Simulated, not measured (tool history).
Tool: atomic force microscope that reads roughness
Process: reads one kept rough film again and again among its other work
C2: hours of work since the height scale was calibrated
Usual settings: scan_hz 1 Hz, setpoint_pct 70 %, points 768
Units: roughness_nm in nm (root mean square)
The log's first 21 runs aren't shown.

Run 22, day 19.696: usual settings; pictures with this tip 136; C2 1126. Result: roughness_nm 0.734 nm (root mean square).
Run 23, day 20.429: usual settings; pictures with this tip 172; C2 1139. Result: roughness_nm 0.731 nm (root mean square).
Run 24, day 21.567: usual settings; pictures with this tip 229; C2 1158. Result: roughness_nm 0.726 nm (root mean square).
At day 22.233: new tip fitted.
Run 25, day 22.521: usual settings; pictures with this tip 14; C2 1174. Result: roughness_nm 0.739 nm (root mean square).
Run 26, day 23.362: usual settings; pictures with this tip 56; C2 1188. Result: roughness_nm 0.736 nm (root mean square).
Run 27, day 24.321: usual settings but points 319; pictures with this tip 104; C2 1205. Result: roughness_nm 0.732 nm (root mean square).
Run 28, day 25.462: usual settings but scan_hz 3.82 Hz, points 539; pictures with this tip 161; C2 1224. Result: roughness_nm 0.629 nm (root mean square).
Run 29, day 26.588: usual settings but scan_hz 3.82 Hz, points 539; pictures with this tip 217; C2 1243. Result: roughness_nm 0.628 nm (root mean square).
Run 30, day 27.112: usual settings but scan_hz 3.82 Hz, points 539; pictures with this tip 243; C2 1252. Result: roughness_nm 0.626 nm (root mean square).
At day 27.579: new tip fitted.
Run 31, day 27.621: usual settings but scan_hz 0.98 Hz, setpoint_pct 87 %, points 410; pictures with this tip 2; C2 1260. Result: roughness_nm 0.684 nm (root mean square).
Run 32, day 28.454: usual settings but scan_hz 0.98 Hz, setpoint_pct 87 %, points 410; pictures with this tip 43; C2 1275. Result: roughness_nm 0.681 nm (root mean square).
Run 33, day 29.333: usual settings but scan_hz 0.98 Hz, setpoint_pct 87 %, points 410; pictures with this tip 87; C2 1289. Result: roughness_nm 0.681 nm (root mean square).
Run 34, day 30.2: usual settings but scan_hz 0.98 Hz, setpoint_pct 87 %, points 410; pictures with this tip 131; C2 1304. Result: roughness_nm 0.679 nm (root mean square).
Run 35, day 31.117: usual settings but scan_hz 1.84 Hz, setpoint_pct 68 %, points 410; pictures with this tip 176; C2 1320. Result: roughness_nm 0.704 nm (root mean square).
Run 36, day 32.004: usual settings but scan_hz 1.2 Hz, setpoint_pct 68 %, points 410; pictures with this tip 221; C2 1335. Result: roughness_nm 0.724 nm (root mean square).
At day 32.912: new tip fitted.
Run 37, day 33.221: usual settings but setpoint_pct 68 %, points 317; pictures with this tip 16; C2 1355. Result: roughness_nm 0.74 nm (root mean square).
Run 38, day 34.046: usual settings but setpoint_pct 78 %; pictures with this tip 57; C2 1369. Result: roughness_nm 0.715 nm (root mean square).

The next listed run, before its measurement:
Run 39, day 34.633: usual settings but setpoint_pct 78 %; pictures with this tip 86; C2 1379. Result: roughness_nm ?.

Run 39 gave roughness_nm 0.715 nm (root mean square).
Without the tool's hidden state the same run would have given roughness_nm 0.713 nm (root mean square).
